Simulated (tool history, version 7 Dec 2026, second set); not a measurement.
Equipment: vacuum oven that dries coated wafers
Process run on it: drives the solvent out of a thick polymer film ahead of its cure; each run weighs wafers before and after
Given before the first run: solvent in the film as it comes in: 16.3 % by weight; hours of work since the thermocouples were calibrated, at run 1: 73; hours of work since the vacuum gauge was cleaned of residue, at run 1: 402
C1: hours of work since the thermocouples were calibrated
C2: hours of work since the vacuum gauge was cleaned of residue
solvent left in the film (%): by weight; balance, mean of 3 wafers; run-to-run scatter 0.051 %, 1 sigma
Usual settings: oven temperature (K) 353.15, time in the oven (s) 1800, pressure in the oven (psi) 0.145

{"run": 1, "hour": 0.0, "oven temperature (K)": 353.15, "time in the oven (s)": 1800, "pressure in the oven (psi)": 0.145, "C1": 73, "C2": 402, "solvent left in the film (%)": 1.1}
{"run": 2, "hour": 31.6, "oven temperature (K)": 353.15, "time in the oven (s)": 1800, "pressure in the oven (psi)": 0.145, "C1": 88, "C2": 417, "solvent left in the film (%)": 1.21}
{"run": 3, "hour": 54.3, "oven temperature (K)": 353.15, "time in the oven (s)": 1800, "pressure in the oven (psi)": 0.145, "C1": 98, "C2": 428, "solvent left in the film (%)": 1.33}
{"run": 4, "hour": 83.9, "oven temperature (K)": 353.15, "time in the oven (s)": 1800, "pressure in the oven (psi)": 0.145, "C1": 112, "C2": 442, "solvent left in the film (%)": 1.22}
{"run": 5, "hour": 122.4, "oven temperature (K)": 353.15, "time in the oven (s)": 1800, "pressure in the oven (psi)": 0.145, "C1": 131, "C2": 460, "solvent left in the film (%)": 1.12}
{"run": 6, "hour": 142.4, "oven temperature (K)": 353.15, "time in the oven (s)": 1800, "pressure in the oven (psi)": 0.145, "C1": 140, "C2": 470, "solvent left in the film (%)": 1.31}
{"run": 7, "hour": 176.2, "oven temperature (K)": 353.15, "time in the oven (s)": 1800, "pressure in the oven (psi)": 0.145, "C1": 156, "C2": 486, "solvent left in the film (%)": 1.33}
{"run": 8, "hour": 201.3, "oven temperature (K)": 353.15, "time in the oven (s)": 1020, "pressure in the oven (psi)": 0.145, "C1": 168, "C2": 498, "solvent left in the film (%)": 3.06}
{"run": 9, "hour": 226.9, "oven temperature (K)": 351.15, "time in the oven (s)": 1020, "pressure in the oven (psi)": 0.145, "C1": 181, "C2": 510, "solvent left in the film (%)": 3.43}
{"run": 10, "hour": 265.8, "oven temperature (K)": 353.15, "time in the oven (s)": 1800, "pressure in the oven (psi)": 0.145, "C1": 199, "C2": 529, "solvent left in the film (%)": 1.23}
{"run": 11, "hour": 285.8, "oven temperature (K)": 353.15, "time in the oven (s)": 1800, "pressure in the oven (psi)": 0.145, "C1": 209, "C2": 538, "solvent left in the film (%)": 1.29}
{"run": 12, "hour": 307.1, "oven temperature (K)": 353.15, "time in the oven (s)": 1800, "pressure in the oven (psi)": 0.145, "C1": 219, "C2": 548, "solvent left in the film (%)": 1.37}
{"run": 13, "hour": 343.1, "oven temperature (K)": 353.15, "time in the oven (s)": 1800, "pressure in the oven (psi)": 0.329, "C1": 236, "C2": 565, "solvent left in the film (%)": 1.84}
{"run": 14, "hour": 366.4, "oven temperature (K)": 353.15, "time in the oven (s)": 960, "pressure in the oven (psi)": 0.145, "C1": 247, "C2": 577, "solvent left in the film (%)": 3.4}
{"run": 15, "hour": 392.9, "oven temperature (K)": 353.15, "time in the oven (s)": 960, "pressure in the oven (psi)": 0.145, "C1": 260, "C2": 589, "solvent left in the film (%)": 3.42}
{"run": 16, "hour": 429.2, "oven temperature (K)": 353.15, "time in the oven (s)": 960, "pressure in the oven (psi)": 0.145, "C1": 277, "C2": 606, "solvent left in the film (%)": 3.36}
{"run": 17, "hour": 457.4, "oven temperature (K)": 353.15, "time in the oven (s)": 960, "pressure in the oven (psi)": 0.145, "C1": 290, "C2": 620, "solvent left in the film (%)": 3.44}
{"run": 18, "hour": 486.0, "oven temperature (K)": 353.15, "time in the oven (s)": 960, "pressure in the oven (psi)": 0.152, "C1": 304, "C2": 634, "solvent left in the film (%)": 3.44}
{"run": 19, "hour": 504.7, "oven temperature (K)": 353.15, "time in the oven (s)": 1800, "pressure in the oven (psi)": 0.145, "C1": 313, "C2": 642, "solvent left in the film (%)": 1.3}
{"run": 20, "hour": 533.0, "oven temperature (K)": 353.15, "time in the oven (s)": 1800, "pressure in the oven (psi)": 0.145, "C1": 326, "C2": 656, "solvent left in the film (%)": 1.38}
{"run": 21, "hour": 549.3, "oven temperature (K)": 353.15, "time in the oven (s)": 1800, "pressure in the oven (psi)": 0.145, "C1": 334, "C2": 664, "solvent left in the film (%)": 1.34}
{"run": 22, "hour": 576.3, "oven temperature (K)": 353.15, "time in the oven (s)": 1800, "pressure in the oven (psi)": 0.145, "C1": 347, "C2": 677, "solvent left in the film (%)": 1.35}
{"run": 23, "hour": 607.7, "oven temperature (K)": 353.15, "time in the oven (s)": 1800, "pressure in the oven (psi)": 0.145, "C1": 362, "C2": 691, "solvent left in the film (%)": 1.37}
{"run": 24, "hour": 638.6, "oven temperature (K)": 353.15, "time in the oven (s)": 1800, "pressure in the oven (psi)": 0.145, "C1": 377, "C2": 706, "solvent left in the film (%)": 1.31}
{"run": 25, "hour": 672.9, "oven temperature (K)": 341.15, "time in the oven (s)": 1560, "pressure in the oven (psi)": 0.457, "C1": 393, "C2": 723, "solvent left in the film (%)": 5.36}
{"run": 26, "hour": 696.5, "oven temperature (K)": 341.15, "time in the oven (s)": 1200, "pressure in the oven (psi)": 0.109, "C1": 404, "C2": 734, "solvent left in the film (%)": 5.21}
{"run": 27, "hour": 732.1, "oven temperature (K)": 367.15, "time in the oven (s)": 1380, "pressure in the oven (psi)": 0.145, "C1": 421, "C2": 751, "solvent left in the film (%)": 0.54}
{"run": 28, "hour": 757.8, "oven temperature (K)": 367.15, "time in the oven (s)": 1380, "pressure in the oven (psi)": 0.145, "C1": 434, "C2": 763, "solvent left in the film (%)": 0.58}
{"run": 29, "hour": 780.6, "oven temperature (K)": 353.15, "time in the oven (s)": 2040, "pressure in the oven (psi)": 0.145, "C1": 444, "C2": 774, "solvent left in the film (%)": 1.1}
{"run": 30, "hour": 800.0, "oven temperature (K)": 364.15, "time in the oven (s)": 1800, "pressure in the oven (psi)": 0.276, "C1": 454, "C2": 783, "solvent left in the film (%)": 0.85}
{"run": 31, "hour": 827.9, "oven temperature (K)": 341.15, "time in the oven (s)": 1680, "pressure in the oven (psi)": 0.267, "C1": 467, "C2": 796, "solvent left in the film (%)": 4.37}
{"run": 32, "hour": 862.2, "oven temperature (K)": 361.15, "time in the oven (s)": 900, "pressure in the oven (psi)": 0.38, "C1": 483, "C2": 813, "solvent left in the film (%)": 2.68}
{"run": 33, "hour": 882.8, "oven temperature (K)": 353.15, "time in the oven (s)": 2340, "pressure in the oven (psi)": 0.196, "C1": 493, "C2": 823, "solvent left in the film (%)": 1.06}
{"run": 34, "hour": 914.5, "oven temperature (K)": 343.15, "time in the oven (s)": 1800, "pressure in the oven (psi)": 0.193, "C1": 508, "C2": 838, "solvent left in the film (%)": 3.31}
{"run": 35, "hour": 948.1, "oven temperature (K)": 364.15, "time in the oven (s)": 2400, "pressure in the oven (psi)": 0.286, "C1": 524, "C2": 854, "solvent left in the film (%)": 0.75}
{"run": 36, "hour": 969.8, "oven temperature (K)": 364.15, "time in the oven (s)": 2400, "pressure in the oven (psi)": 0.306, "C1": 535, "C2": 864, "solvent left in the film (%)": 0.83}
{"run": 37, "hour": 1005.6, "oven temperature (K)": 360.15, "time in the oven (s)": 1800, "pressure in the oven (psi)": 0.145, "C1": 552, "C2": 881, "solvent left in the film (%)": 0.79}
{"run": 38, "hour": 1039.8, "oven temperature (K)": 360.15, "time in the oven (s)": 1560, "pressure in the oven (psi)": 0.146, "C1": 568, "C2": 897, "solvent left in the film (%)": 1}
{"run": 39, "hour": 1069.8, "oven temperature (K)": 353.15, "time in the oven (s)": 1020, "pressure in the oven (psi)": 0.138, "C1": 582, "C2": 912, "solvent left in the film (%)": 3.25}
{"run": 40, "hour": 1094.7, "oven temperature (K)": 353.15, "time in the oven (s)": 960, "pressure in the oven (psi)": 0.145, "C1": 594, "C2": 923, "solvent left in the film (%)": 3.58}
{"run": 41, "hour": 1130.9, "oven temperature (K)": 353.15, "time in the oven (s)": 1800, "pressure in the oven (psi)": 0.203, "C1": 611, "C2": 941, "solvent left in the film (%)": 1.57}
{"run": 42, "hour": 1162.4, "oven temperature (K)": 353.15, "time in the oven (s)": 1800, "pressure in the oven (psi)": 0.203, "C1": 626, "C2": 956, "solvent left in the film (%)": 1.71}
{"run": 43, "hour": 1183.0, "oven temperature (K)": 356.15, "time in the oven (s)": 2580, "pressure in the oven (psi)": 0.145, "C1": 636, "C2": 966, "solvent left in the film (%)": 0.74}
{"run": 44, "hour": 1214.8, "oven temperature (K)": 357.15, "time in the oven (s)": 2580, "pressure in the oven (psi)": 0.483, "C1": 651, "C2": 981, "solvent left in the film (%)": 1.5}
{"run": 45, "hour": 1231.8, "oven temperature (K)": 355.15, "time in the oven (s)": 2460, "pressure in the oven (psi)": 0.344, "C1": 659, "C2": 989, "solvent left in the film (%)": 1.36}
{"run": 46, "hour": 1260.8, "oven temperature (K)": 344.15, "time in the oven (s)": 1800, "pressure in the oven (psi)": 0.152, "C1": 673, "C2": 1003, "solvent left in the film (%)": 3.06}
{"run": 47, "hour": 1279.1, "oven temperature (K)": 344.15, "time in the oven (s)": 1800, "pressure in the oven (psi)": 0.152, "C1": 682, "C2": 1011, "solvent left in the film (%)": 3.04}

Below, some changes in solvent left in the film (%) between adjacent runs. For each, the amount present without the hidden state too (settings, incoming material, random variation) and the amount remaining for the hidden state with gauge scatter not shared by both compared results:
The hidden state here: true wafer temperature over the reading, C; true pressure over the reading, kPa; drift of the gauge itself on solvent_pct, %.
Run 24 -> 25: oven temperature (K) 353.15 -> 341.15, time in the oven (s) 1800 -> 1560, pressure in the oven (psi) 0.145 -> 0.457. solvent left in the film (%) +4.05: hidden state +0.1, all else +3.95.
Run 26 -> 27: oven temperature (K) 341.15 -> 367.15, time in the oven (s) 1200 -> 1380, pressure in the oven (psi) 0.109 -> 0.145. solvent left in the film (%) -4.67: hidden state -0.15, all else -4.52.
Run 30 -> 31: oven temperature (K) 364.15 -> 341.15, time in the oven (s) 1800 -> 1680, pressure in the oven (psi) 0.276 -> 0.267. solvent left in the film (%) +3.52: hidden state +0.21, all else +3.31.
Run 34 -> 35: oven temperature (K) 343.15 -> 364.15, time in the oven (s) 1800 -> 2400, pressure in the oven (psi) 0.193 -> 0.286. solvent left in the film (%) -2.56: hidden state -0.19, all else -2.37.
Run 45 -> 46: oven temperature (K) 355.15 -> 344.15, time in the oven (s) 2460 -> 1800, pressure in the oven (psi) 0.344 -> 0.152. solvent left in the film (%) +1.7: hidden state +0.17, all else +1.53.
